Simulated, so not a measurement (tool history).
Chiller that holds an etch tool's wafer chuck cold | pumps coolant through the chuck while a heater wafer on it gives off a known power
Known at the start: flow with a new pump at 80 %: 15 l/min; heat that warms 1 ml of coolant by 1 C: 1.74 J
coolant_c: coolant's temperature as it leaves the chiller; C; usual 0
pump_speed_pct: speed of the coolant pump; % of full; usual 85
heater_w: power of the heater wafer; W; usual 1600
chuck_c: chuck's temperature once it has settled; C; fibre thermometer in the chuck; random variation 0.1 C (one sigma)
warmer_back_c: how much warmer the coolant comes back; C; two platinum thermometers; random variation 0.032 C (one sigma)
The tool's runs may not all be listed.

Run 1, hour 0: usual settings. Result: chuck_c 17.1 C, warmer_back_c 3.53 C.
Run 2, hour 22.8: usual settings. Result: chuck_c 16.9 C, warmer_back_c 3.53 C.
Run 3, hour 49.8: usual settings. Result: chuck_c 17.2 C, warmer_back_c 3.56 C.
Run 4, hour 85.8: usual settings. Result: chuck_c 17.2 C, warmer_back_c 3.53 C.
Run 5, hour 131.3: usual settings. Result: chuck_c 17.2 C, warmer_back_c 3.5 C.
Run 6, hour 166.9: usual settings. Result: chuck_c 17.1 C, warmer_back_c 3.55 C.
Run 7, hour 198.9: usual settings. Result: chuck_c 17.1 C, warmer_back_c 3.61 C.
Run 8, hour 232.1: usual settings. Result: chuck_c 17.4 C, warmer_back_c 3.51 C.
Run 9, hour 273.6: usual settings but coolant_c -6 C. Result: chuck_c 11.4 C, warmer_back_c 3.52 C.
Run 10, hour 296.6: usual settings. Result: chuck_c 17.4 C, warmer_back_c 3.54 C.
Run 11, hour 324: usual settings. Result: chuck_c 17.4 C, warmer_back_c 3.59 C.
Run 12, hour 342.7: usual settings. Result: chuck_c 17.4 C, warmer_back_c 3.53 C.
Run 13, hour 368: usual settings but coolant_c 9 C. Result: chuck_c 26.6 C, warmer_back_c 3.58 C.
Run 14, hour 410.5: usual settings. Result: chuck_c 17.8 C, warmer_back_c 3.55 C.
Run 15, hour 455: usual settings but coolant_c 10 C, pump_speed_pct 94 % of full. Result: chuck_c 26.2 C, warmer_back_c 3.29 C.
Run 16, hour 475.4: usual settings but coolant_c -6 C, pump_speed_pct 94 % of full, heater_w 1098 W. Result: chuck_c 5.4 C, warmer_back_c 2.22 C.
Run 17, hour 511: usual settings but coolant_c -6 C, pump_speed_pct 94 % of full, heater_w 1098 W. Result: chuck_c 5.3 C, warmer_back_c 2.2 C.
Run 18, hour 533.3: usual settings but coolant_c -6 C, pump_speed_pct 94 % of full, heater_w 1098 W. Result: chuck_c 5.4 C, warmer_back_c 2.2 C.
Run 19, hour 570.8: usual settings but coolant_c -6 C, pump_speed_pct 94 % of full, heater_w 1098 W. Result: chuck_c 5.3 C, warmer_back_c 2.25 C.
Run 20, hour 614.8: usual settings but coolant_c 8 C, pump_speed_pct 94 % of full, heater_w 1098 W. Result: chuck_c 19.5 C, warmer_back_c 2.22 C.
Run 21, hour 655.8: usual settings but coolant_c 9 C, pump_speed_pct 79 % of full, heater_w 2193 W. Result: chuck_c 35.4 C, warmer_back_c 5.39 C.
Run 22, hour 686.7: usual settings but coolant_c 9 C, pump_speed_pct 79 % of full, heater_w 2193 W. Result: chuck_c 35.3 C, warmer_back_c 5.35 C.
Run 23, hour 724.6: usual settings but coolant_c -8 C, pump_speed_pct 76 % of full, heater_w 2193 W. Result: chuck_c 19.3 C, warmer_back_c 5.64 C.
Run 24, hour 751.1: usual settings but coolant_c -8 C, pump_speed_pct 76 % of full, heater_w 2193 W. Result: chuck_c 19.3 C, warmer_back_c 5.64 C.

The next listed run, before its measurement:
Run 25, hour 792.4: usual settings but coolant_c -8 C, pump_speed_pct 76 % of full, heater_w 2193 W. Result: chuck_c ?, warmer_back_c ?.

Run 25 gave chuck_c 19.4 C, warmer_back_c 5.6 C.
Without the tool's hidden state the same run would have given chuck_c 15.4 C, warmer_back_c 5.28 C.
